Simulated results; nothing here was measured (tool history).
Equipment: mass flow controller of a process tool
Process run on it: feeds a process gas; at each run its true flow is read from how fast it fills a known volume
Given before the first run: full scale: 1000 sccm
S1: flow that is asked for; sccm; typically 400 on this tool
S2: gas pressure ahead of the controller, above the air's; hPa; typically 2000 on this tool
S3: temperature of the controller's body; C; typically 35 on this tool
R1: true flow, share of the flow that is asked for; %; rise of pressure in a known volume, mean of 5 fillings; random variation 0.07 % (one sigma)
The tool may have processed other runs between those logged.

Run 1, hour 0.0: usual settings. Result: R1 99.21 %.
Run 2, hour 351.5: usual settings. Result: R1 99.18 %.
Run 3, hour 778.5: usual settings. Result: R1 99.35 %.
Run 4, hour 1223.4: usual settings. Result: R1 99.19 %.
Run 5, hour 1590.8: usual settings. Result: R1 99.20 %.
Run 6, hour 1907.2: usual settings. Result: R1 99.31 %.
Run 7, hour 2188.6: usual settings but S3 31 C. Result: R1 99.57 %.
Run 8, hour 2434.3: usual settings but S3 31 C. Result: R1 99.47 %.
Run 9, hour 2800.7: usual settings. Result: R1 99.29 %.
Run 10, hour 3094.2: usual settings. Result: R1 99.24 %.
Run 11, hour 3461.4: usual settings but S3 26 C. Result: R1 99.96 %.
Run 12, hour 3769.1: usual settings but S3 26 C. Result: R1 99.91 %.
Run 13, hour 4183.1: usual settings but S3 22 C. Result: R1 100.35 %.
Run 14, hour 4662.4: usual settings. Result: R1 99.36 %.
Run 15, hour 4992.9: usual settings. Result: R1 99.24 %.
Run 16, hour 5419.5: usual settings but S1 680 sccm, S2 1890 hPa. Result: R1 100.71 %.
Run 17, hour 5847.2: usual settings but S1 156 sccm, S2 2020 hPa, S3 31 C. Result: R1 96.99 %.
At hour 5880.8: controller's zero set anew.
Run 18, hour 6055.2: usual settings but S1 156 sccm, S2 1780 hPa, S3 23 C. Result: R1 95.63 %.
Run 19, hour 6424.9: usual settings but S1 596 sccm. Result: R1 99.77 %.
At hour 6637.6: controller's zero set anew, once more.
Run 20, hour 6855.1: usual settings but S1 292 sccm, S2 1790 hPa. Result: R1 100.24 %.
Run 21, hour 7159.8: usual settings but S1 486 sccm, S2 1950 hPa, S3 31 C. Result: R1 101.30 %.
Run 22, hour 7631.6: usual settings but S1 438 sccm, S2 1600 hPa, S3 21 C. Result: R1 101.79 %.
Run 23, hour 7867.2: usual settings but S1 438 sccm, S2 2620 hPa, S3 26 C. Result: R1 101.84 %.
Run 24, hour 8325.8: usual settings but S1 366 sccm. Result: R1 100.61 %.
At hour 8499.5: controller exchanged for a calibrated one.
Run 25, hour 8629.9: usual settings but S1 183 sccm, S2 2500 hPa, S3 21 C. Result: R1 97.73 %.
Run 26, hour 9051.7: usual settings but S1 724 sccm, S2 1740 hPa, S3 26 C. Result: R1 99.16 %.
Run 27, hour 9283.0: usual settings but S1 724 sccm, S2 1740 hPa, S3 26 C. Result: R1 99.15 %.
Run 28, hour 9629.2: usual settings but S1 609 sccm, S2 2230 hPa, S3 27 C. Result: R1 98.76 %.
Run 29, hour 10063.5: usual settings but S1 569 sccm, S2 2380 hPa, S3 22 C. Result: R1 99.10 %.

Predict each of these 4 candidate next runs independently; none follows another, all start after run 29:
Run A, hour 10505.7: usual settings but S2 2410 hPa. Result: R1 ?.
Run B, hour 10505.7: usual settings but S1 166 sccm. Result: R1 ?.
Run C, hour 10505.7: usual settings but S3 29 C. Result: R1 ?.
Run D, hour 10505.7: usual settings but S1 265 sccm, S2 2380 hPa, S3 28 C. Result: R1 ?.

run     R1
  A  97.59
  B  96.18
  C  97.87
  D  97.43
What these runs would have given with no unlogged condition in the tool:
run     R1
  A  97.51
  B  96.65
  C  97.80
  D  97.55
